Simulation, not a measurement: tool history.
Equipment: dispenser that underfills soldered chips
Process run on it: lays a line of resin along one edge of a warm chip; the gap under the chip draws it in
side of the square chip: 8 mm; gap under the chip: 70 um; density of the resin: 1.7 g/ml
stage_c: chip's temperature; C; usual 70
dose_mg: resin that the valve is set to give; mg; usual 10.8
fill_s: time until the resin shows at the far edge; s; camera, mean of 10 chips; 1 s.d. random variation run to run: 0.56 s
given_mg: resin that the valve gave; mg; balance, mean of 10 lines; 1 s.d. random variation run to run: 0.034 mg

| run | hour | stage_c | dose_mg | fill_s | given_mg |
|---|---|---|---|---|---|
| 1 | 0 | 70 | 10.8 | 55.7 | 10.75 |
| 2 | 4 | 59 | 10.8 | 115.3 | 10.68 |
| 3 | 7.7 | 70 | 11.8 | 76 | 11.63 |
|  | 9.6 | new syringe of resin |
| 4 | 14.4 | 70 | 11.9 | 58.3 | 11.76 |
| 5 | 19.7 | 66 | 10.8 | 90.9 | 10.64 |
|  | 22.1 | new syringe of resin |
| 6 | 24.7 | 66 | 10.8 | 68.2 | 10.59 |
| 7 | 28.6 | 66 | 10.8 | 79.9 | 10.58 |
|  | 34.4 | new syringe of resin |
| 8 | 35.7 | 70 | 10.8 | 53.5 | 10.52 |
|  | 42.7 | dispensing valve cleaned and set on the balance |
| 9 | 42.7 | 70 | 10.8 | 68.1 | 10.86 |
|  | 48 | new syringe of resin |
| 10 | 48.7 | 70 | 10.8 | 50.7 | 10.77 |
| 11 | 52.3 | 70 | 10.8 | 58.2 | 10.76 |
| 12 | 56.5 | 70 | 10.8 | 72 | 10.82 |
|  | 60.7 | new syringe of resin |
| 13 | 63.5 | 80 | 10.8 | 34.2 | 10.76 |
| 14 | 66.6 | 80 | 10.8 | 39.4 | 10.72 |
| 15 | 71.3 | 70 | 10.8 | 77.7 | 10.75 |
|  | 73.3 | new syringe of resin |
| 16 | 76.7 | 70 | 10.8 | 57.1 | 10.74 |
| 17 | 80.9 | 70 | 10.8 | 66.8 | 10.69 |
| 18 | 84.3 | 70 | 10.8 | 78 | 10.7 |
|  | 85.7 | new syringe of resin |
| 19 | 91 | 70 | 12 | 61.5 | 11.8 |
| 20 | 94.8 | 64 | 10.5 | 101.1 | 10.32 |
|  | 98.3 | new syringe of resin |
| 21 | 100.2 | 78 | 10.7 | 37.2 | 10.56 |
| 22 | 103.8 | 67 | 9.3 | 76.7 | 9.16 |
| 23 | 108.8 | 84 | 10.6 | 42 | 10.43 |
|  | 110.7 | new syringe of resin |
| 24 | 114.3 | 69 | 9.4 | 63.9 | 9.22 |
| 25 | 121.2 | 69 | 9.4 | 86 | 9.27 |
|  | 123.5 | new syringe of resin |
| 26 | 128.2 | 66 | 10.8 | 76.9 | 10.57 |
| 27 | 134.9 | 58 | 13.4 | 148.9 | 13.12 |
|  | 135.8 | new syringe of resin |
|  | 138.1 | dispensing valve cleaned and set on the balance |
| 28 | 139.7 | 77 | 11.5 | 39.9 | 11.58 |
| 29 | 145.2 | 68 | 11.8 | 77.7 | 11.84 |
|  | 149.1 | new syringe of resin |
| 30 | 151.4 | 68 | 11.8 | 58.8 | 11.83 |
| 31 | 157.4 | 64 | 10.8 | 94.9 | 10.76 |
|  | 161.5 | new syringe of resin |
| 32 | 163.8 | 64 | 12.5 | 73.6 | 12.48 |
| 33 | 168.3 | 60 | 10.8 | 116 | 10.72 |
|  | 173.9 | new syringe of resin |
| 34 | 173.9 | 59 | 12.2 | 85.3 | 12.16 |
| 35 | 178.7 | 68 | 12.8 | 66.5 | 12.73 |
| 36 | 183.7 | 74 | 12 | 59.1 | 11.96 |

Results for each run, recomputed without the tool's hidden state and with each run's random variation untouched:
Hidden state present: resin's viscosity, % of fresh resin's; dose that the valve gives, % of what is set; true chip temperature over the reading, C; drift of the gauge itself on fill_s, %; drift of the gauge itself on given_mg, %.
| run | fill_s | given_mg |
|---|---|---|
| 1 | 48 | 10.89 |
| 2 | 83.4 | 10.82 |
| 3 | 47 | 11.8 |
| 4 | 46.1 | 11.95 |
| 5 | 57.1 | 10.82 |
| 6 | 58 | 10.78 |
| 7 | 57.6 | 10.78 |
| 8 | 47.7 | 10.74 |
| 9 | 47.2 | 10.87 |
| 10 | 46.6 | 10.79 |
| 11 | 45.9 | 10.79 |
| 12 | 47.5 | 10.86 |
| 13 | 29.1 | 10.81 |
| 14 | 29.4 | 10.78 |
| 15 | 47.1 | 10.82 |
| 16 | 48.1 | 10.82 |
| 17 | 46.9 | 10.78 |
| 18 | 47.2 | 10.8 |
| 19 | 46.1 | 11.93 |
| 20 | 64.3 | 10.45 |
| 21 | 32.4 | 10.7 |
| 22 | 56.7 | 9.28 |
| 23 | 25.6 | 10.59 |
| 24 | 51.7 | 9.37 |
| 25 | 51.8 | 9.43 |
| 26 | 58.7 | 10.77 |
| 27 | 85.1 | 13.39 |
| 28 | 33.8 | 11.55 |
| 29 | 51.8 | 11.82 |
| 30 | 50.6 | 11.82 |
| 31 | 62.9 | 10.78 |
| 32 | 61 | 12.52 |
| 33 | 79 | 10.75 |
| 34 | 81.7 | 12.22 |
| 35 | 52.2 | 12.81 |
| 36 | 37.5 | 12.04 |
